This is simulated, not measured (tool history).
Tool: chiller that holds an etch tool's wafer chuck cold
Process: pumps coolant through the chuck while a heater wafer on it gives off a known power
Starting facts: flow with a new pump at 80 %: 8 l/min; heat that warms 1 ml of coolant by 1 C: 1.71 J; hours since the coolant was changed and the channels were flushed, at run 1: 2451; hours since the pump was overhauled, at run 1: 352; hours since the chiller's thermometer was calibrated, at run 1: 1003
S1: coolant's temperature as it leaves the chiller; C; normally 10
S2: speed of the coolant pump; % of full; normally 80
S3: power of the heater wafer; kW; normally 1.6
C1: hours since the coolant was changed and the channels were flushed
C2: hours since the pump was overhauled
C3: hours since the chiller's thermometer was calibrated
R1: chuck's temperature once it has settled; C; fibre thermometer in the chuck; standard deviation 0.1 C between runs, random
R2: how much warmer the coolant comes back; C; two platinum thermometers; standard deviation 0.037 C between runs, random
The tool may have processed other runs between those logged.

Run 1, hour 0: usual settings; C1 2451; C2 352; C3 1003. Result: R1 22.6 C, R2 7 C.
Run 2, hour 25.4: usual settings; C1 2477; C2 377; C3 1029. Result: R1 22.4 C, R2 6.92 C.
Run 3, hour 42.6: usual settings; C1 2494; C2 394; C3 1046. Result: R1 22.5 C, R2 6.98 C.
Run 4, hour 63: usual settings; C1 2514; C2 415; C3 1066. Result: R1 22.6 C, R2 6.95 C.
Run 5, hour 91.4: usual settings; C1 2543; C2 443; C3 1095. Result: R1 22.5 C, R2 7.02 C.
Run 6, hour 126.3: usual settings but S2 66 % of full; C1 2578; C2 478; C3 1129. Result: R1 24.6 C, R2 8.43 C.
Run 7, hour 161: usual settings but S2 66 % of full; C1 2612; C2 513; C3 1164. Result: R1 24.5 C, R2 8.47 C.
Run 8, hour 191.3: usual settings but S2 66 % of full; C1 2643; C2 543; C3 1195. Result: R1 24.5 C, R2 8.56 C.
Run 9, hour 228.1: usual settings but S3 1.082 kW; C1 2679; C2 580; C3 1231. Result: R1 18.7 C, R2 4.69 C.
Run 10, hour 267.1: usual settings but S3 2.035 kW; C1 2719; C2 619; C3 1270. Result: R1 25.9 C, R2 8.89 C.
Run 11, hour 283.8: usual settings but S3 2.035 kW; C1 2735; C2 635; C3 1287. Result: R1 26 C, R2 8.9 C.
At hour 287: chiller's thermometer calibrated.
Run 12, hour 302: usual settings; C1 2752; C2 653; C3 15. Result: R1 22.5 C, R2 6.95 C.
Run 13, hour 326.3: usual settings; C1 2777; C2 677; C3 39. Result: R1 22.6 C, R2 6.98 C.
Run 14, hour 345.4: usual settings; C1 2796; C2 696; C3 58. Result: R1 22.6 C, R2 7.03 C.
Run 15, hour 367.4: usual settings; C1 2818; C2 718; C3 80. Result: R1 22.6 C, R2 6.96 C.
Run 16, hour 389.9: usual settings; C1 2840; C2 740; C3 103. Result: R1 22.6 C, R2 7.05 C.
At hour 411.6: chiller's thermometer calibrated, once more.
Run 17, hour 420.8: usual settings but S1 20 C, S2 62 % of full; C1 2870; C2 770; C3 9. Result: R1 35.3 C, R2 9.1 C.
Run 18, hour 444.8: usual settings but S1 8 C, S2 63 % of full; C1 2894; C2 794; C3 33. Result: R1 23.4 C, R2 8.92 C.
Run 19, hour 465.5: usual settings but S1 14 C, S2 67 % of full; C1 2915; C2 815; C3 54. Result: R1 28.2 C, R2 8.4 C.
Run 20, hour 487.2: usual settings but S1 14 C, S2 67 % of full; C1 2937; C2 837; C3 76. Result: R1 28.4 C, R2 8.46 C.
Run 21, hour 512.6: usual settings but S1 2 C, S2 85 % of full, S3 1.055 kW; C1 2962; C2 862; C3 101. Result: R1 9.9 C, R2 4.31 C.
Run 22, hour 546: usual settings but S1 14 C, S2 84 % of full, S3 1.145 kW; C1 2995; C2 896; C3 134. Result: R1 22.6 C, R2 4.75 C.
Run 23, hour 576.8: usual settings but S1 15 C, S2 88 % of full, S3 1.145 kW; C1 3026; C2 926; C3 165. Result: R1 23.5 C, R2 4.54 C.
Run 24, hour 611.2: usual settings but S1 4 C, S2 88 % of full, S3 1.299 kW; C1 3061; C2 961; C3 200. Result: R1 13.4 C, R2 5.04 C.
Run 25, hour 628.9: usual settings but S1 2 C, S2 76 % of full, S3 1.881 kW; C1 3078; C2 978; C3 217. Result: R1 17.4 C, R2 8.65 C.
Run 26, hour 649.7: usual settings but S1 2 C, S2 76 % of full, S3 1.881 kW; C1 3099; C2 999; C3 238. Result: R1 17.4 C, R2 8.64 C.
Run 27, hour 676.4: usual settings but S2 81 % of full, S3 1.099 kW; C1 3126; C2 1026; C3 265. Result: R1 18.6 C, R2 4.75 C.
Run 28, hour 698.7: usual settings but S1 5 C, S2 81 % of full, S3 1.737 kW; C1 3148; C2 1048; C3 287. Result: R1 18.5 C, R2 7.51 C.
Run 29, hour 718.8: usual settings but S1 17 C, S2 81 % of full, S3 1.737 kW; C1 3168; C2 1068; C3 307. Result: R1 30.4 C, R2 7.57 C.
Run 30, hour 747.4: usual settings but S1 17 C, S2 81 % of full, S3 1.737 kW; C1 3197; C2 1097; C3 336. Result: R1 30.6 C, R2 7.56 C.
Run 31, hour 772.6: usual settings but S1 17 C, S2 81 % of full, S3 1.562 kW; C1 3222; C2 1122; C3 361. Result: R1 29.2 C, R2 6.74 C.
Run 32, hour 792.2: usual settings but S1 7 C, S2 95 % of full, S3 1.596 kW; C1 3242; C2 1142; C3 381. Result: R1 18.1 C, R2 5.87 C.

Results for each run, recomputed without the tool's hidden state and with each run's random variation untouched:
Hidden state present: heat passed by the chuck's channels, % of clean ones'; flow at a given pump speed, % of a new pump's; coolant's true temperature over the reading, C; drift of the gauge itself on chuck_c, C; drift of the gauge itself on warmer_back_c, C.
run    R1
  1    22
  2  21.8
  3  21.9
  4    22
  5  21.9
  6    24
  7  23.8
  8  23.8
  9  18.3
 10  25.2
 11  25.2
 12  21.8
 13  21.9
 14  21.9
 15  21.9
 16    22
 17  34.6
 18  22.7
 19  27.5
 20  27.7
 21   9.5
 22  22.2
 23    23
 24  12.9
 25  16.6
 26  16.6
 27  18.1
 28  17.7
 29  29.7
 30  29.8
 31  28.5
 32  17.4
R2: differs from the measured result by no more than 0.03 C in any run.
